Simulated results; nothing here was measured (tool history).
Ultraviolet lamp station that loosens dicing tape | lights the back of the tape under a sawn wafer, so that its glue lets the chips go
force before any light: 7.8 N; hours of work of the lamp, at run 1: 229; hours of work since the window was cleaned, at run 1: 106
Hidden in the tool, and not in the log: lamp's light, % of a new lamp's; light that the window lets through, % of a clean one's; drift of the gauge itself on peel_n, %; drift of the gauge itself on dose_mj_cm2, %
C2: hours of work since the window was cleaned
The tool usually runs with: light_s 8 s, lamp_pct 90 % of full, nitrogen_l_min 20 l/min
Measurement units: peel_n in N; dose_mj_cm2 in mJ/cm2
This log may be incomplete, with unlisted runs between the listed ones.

Run 1, day 0: usual settings; hours of work of the lamp 229; C2 106. Result: peel_n 0.087 N, dose_mj_cm2 489 mJ/cm2.
Run 2, day 0.504: usual settings but light_s 7 s; hours of work of the lamp 236; C2 113. Result: peel_n 0.121 N, dose_mj_cm2 426 mJ/cm2.
Run 3, day 0.883: usual settings but light_s 7 s; hours of work of the lamp 241; C2 118. Result: peel_n 0.116 N, dose_mj_cm2 433 mJ/cm2.
Run 4, day 1.338: usual settings but nitrogen_l_min 17 l/min; hours of work of the lamp 247; C2 124. Result: peel_n 0.099 N, dose_mj_cm2 495 mJ/cm2.
Run 5, day 1.862: usual settings but nitrogen_l_min 17 l/min; hours of work of the lamp 254; C2 132. Result: peel_n 0.106 N, dose_mj_cm2 491 mJ/cm2.
Run 6, day 2.354: usual settings but nitrogen_l_min 17 l/min; hours of work of the lamp 261; C2 138. Result: peel_n 0.103 N, dose_mj_cm2 489 mJ/cm2.
Run 7, day 2.75: usual settings but nitrogen_l_min 17 l/min; hours of work of the lamp 266; C2 144. Result: peel_n 0.111 N, dose_mj_cm2 493 mJ/cm2.
Run 8, day 3.108: usual settings but nitrogen_l_min 17 l/min; hours of work of the lamp 271; C2 148. Result: peel_n 0.11 N, dose_mj_cm2 492 mJ/cm2.
Run 9, day 3.529: usual settings but nitrogen_l_min 17 l/min; hours of work of the lamp 277; C2 154. Result: peel_n 0.105 N, dose_mj_cm2 496 mJ/cm2.
Run 10, day 4.025: usual settings but nitrogen_l_min 17 l/min; hours of work of the lamp 283; C2 161. Result: peel_n 0.093 N, dose_mj_cm2 488 mJ/cm2.
Run 11, day 4.321: usual settings but nitrogen_l_min 17 l/min; hours of work of the lamp 287; C2 165. Result: peel_n 0.096 N, dose_mj_cm2 490 mJ/cm2.
Run 12, day 4.812: usual settings but nitrogen_l_min 17 l/min; hours of work of the lamp 294; C2 172. Result: peel_n 0.093 N, dose_mj_cm2 494 mJ/cm2.
Run 13, day 5.05: usual settings but nitrogen_l_min 17 l/min; hours of work of the lamp 297; C2 175. Result: peel_n 0.101 N, dose_mj_cm2 501 mJ/cm2.
Run 14, day 5.438: usual settings but lamp_pct 81 % of full, nitrogen_l_min 17 l/min; hours of work of the lamp 302; C2 180. Result: peel_n 0.132 N, dose_mj_cm2 444 mJ/cm2.
Run 15, day 5.758: usual settings but lamp_pct 61 % of full; hours of work of the lamp 307; C2 184. Result: peel_n 0.236 N, dose_mj_cm2 334 mJ/cm2.
Run 16, day 6.096: usual settings but light_s 5 s; hours of work of the lamp 311; C2 189. Result: peel_n 0.292 N, dose_mj_cm2 312 mJ/cm2.
Run 17, day 6.45: usual settings but lamp_pct 75 % of full; hours of work of the lamp 316; C2 194. Result: peel_n 0.14 N, dose_mj_cm2 409 mJ/cm2.
Run 18, day 6.667: usual settings but light_s 7 s, lamp_pct 71 % of full, nitrogen_l_min 24 l/min; hours of work of the lamp 319; C2 197. Result: peel_n 0.177 N, dose_mj_cm2 341 mJ/cm2.
Run 19, day 7.162: usual settings but light_s 7 s, lamp_pct 61 % of full, nitrogen_l_min 13 l/min; hours of work of the lamp 326; C2 203. Result: peel_n 0.535 N, dose_mj_cm2 294 mJ/cm2.
Run 20, day 7.558: usual settings but light_s 11 s, nitrogen_l_min 18 l/min; hours of work of the lamp 331; C2 209. Result: peel_n 0.062 N, dose_mj_cm2 672 mJ/cm2.
Run 21, day 7.833: usual settings but light_s 11 s, nitrogen_l_min 18 l/min; hours of work of the lamp 335; C2 212. Result: peel_n 0.073 N, dose_mj_cm2 677 mJ/cm2.
Run 22, day 8.054: usual settings but light_s 7 s, lamp_pct 71 % of full, nitrogen_l_min 13 l/min; hours of work of the lamp 338; C2 215. Result: peel_n 0.37 N, dose_mj_cm2 337 mJ/cm2.
Run 23, day 8.3: usual settings but light_s 7 s, lamp_pct 71 % of full, nitrogen_l_min 13 l/min; hours of work of the lamp 341; C2 219. Result: peel_n 0.37 N, dose_mj_cm2 344 mJ/cm2.

Consider 3 possible next runs. They are alternatives, not a sequence: every one starts from the tool as it was left by run 23. What does each give?
Run A, day 8.517: usual settings but light_s 9 s, lamp_pct 95 % of full, nitrogen_l_min 29 l/min; hours of work of the lamp 344; C2 222. Result: peel_n ?, dose_mj_cm2 ?.
Run B, day 8.517: usual settings but lamp_pct 91 % of full; hours of work of the lamp 344; C2 222. Result: peel_n ?, dose_mj_cm2 ?.
Run C, day 8.517: usual settings; hours of work of the lamp 344; C2 222. Result: peel_n ?, dose_mj_cm2 ?.

run  peel_n  dose_mj_cm2
  A   0.069          586
  B   0.085          495
  C   0.087          494
Had the tool no hidden state, the same runs would have come out as:
run  peel_n  dose_mj_cm2
  A   0.069          587
  B   0.085          495
  C   0.087          495

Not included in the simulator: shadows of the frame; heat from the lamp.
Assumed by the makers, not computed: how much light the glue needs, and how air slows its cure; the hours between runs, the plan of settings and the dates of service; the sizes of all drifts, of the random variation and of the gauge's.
